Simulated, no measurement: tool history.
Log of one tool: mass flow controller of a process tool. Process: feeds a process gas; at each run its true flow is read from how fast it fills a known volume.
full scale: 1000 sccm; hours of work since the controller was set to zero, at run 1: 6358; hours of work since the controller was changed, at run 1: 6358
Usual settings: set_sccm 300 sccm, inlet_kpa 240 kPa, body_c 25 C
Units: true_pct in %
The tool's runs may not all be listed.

run,hour,set_sccm,inlet_kpa,body_c,hours of work since the controller was set to zero,hours of work since the controller was changed,true_pct
1,0.0,300,240,25,6358,6358,98.36
2,192.7,300,240,25,6478,6478,98.53
3,389.2,129,240,25,6601,6601,98.19
4,649.3,300,240,25,6763,6763,98.48
5,779.5,300,240,25,6844,6844,98.47
6,1049.8,300,240,25,7013,7013,98.48
# hour 1141.4: controller's zero set anew
7,1263.0,300,240,25,76,7146,98.40
8,1528.7,300,240,25,242,7311,98.51
9,1726.3,609,240,25,365,7435,99.13
10,1883.6,609,240,25,463,7533,99.15
11,2013.8,609,240,25,544,7614,99.23
12,2162.0,609,240,25,637,7707,99.16
13,2307.4,300,240,25,728,7797,98.51
14,2507.0,300,240,25,852,7922,98.50
15,2732.4,300,240,25,993,8063,98.38
16,2990.2,242,240,25,1154,8223,98.26
17,3157.5,242,240,25,1258,8328,98.38
18,3338.3,242,240,25,1371,8441,98.27
19,3510.9,242,240,25,1479,8548,98.12
20,3629.3,242,240,25,1552,8622,98.24
21,3763.5,242,240,25,1636,8706,98.29
22,3977.7,242,240,25,1770,8840,98.25
23,4182.2,313,249,38,1897,8967,100.16
24,4333.7,313,249,38,1992,9062,99.99
25,4567.1,158,236,25,2138,9207,98.21
26,4851.1,158,236,25,2315,9385,98.14
27,5082.4,787,196,25,2459,9529,99.49
28,5334.8,300,243,21,2617,9686,98.03
29,5592.3,300,243,21,2777,9847,97.96
30,5712.5,206,181,24,2852,9922,97.82
31,5944.4,103,181,33,2997,10067,98.64
32,6114.0,972,202,39,3103,10173,101.62
33,6327.7,826,199,39,3236,10306,101.15
34,6597.6,113,152,39,3405,10474,99.30
35,6851.5,113,152,39,3563,10633,99.36
36,6998.5,292,245,20,3655,10725,97.79
37,7246.8,501,186,27,3810,10879,99.03
38,7368.1,146,240,21,3885,10955,97.61
39,7563.2,107,141,24,4007,11077,97.36
40,7735.8,802,156,22,4115,11185,98.93
41,7863.9,476,229,26,4195,11265,98.97
42,7998.8,476,229,26,4279,11349,98.96
43,8123.8,943,200,38,4357,11427,101.37
44,8279.6,137,217,27,4454,11524,98.16

5 ways to go on from here, each from the tool as it stands after run 44. What would each give?
A,8398.9,387,230,35,4529,11598,?
B,8398.9,300,240,31,4529,11598,?
C,8398.9,300,193,25,4529,11598,?
D,8398.9,241,219,27,4529,11598,?
E,8398.9,138,194,28,4529,11598,?

run,true_pct
A,99.80
B,99.18
C,98.25
D,98.38
E,98.19
Without the tool's hidden state the same runs would have given:
run,true_pct
A,99.81
B,99.19
C,98.26
D,98.39
E,98.19
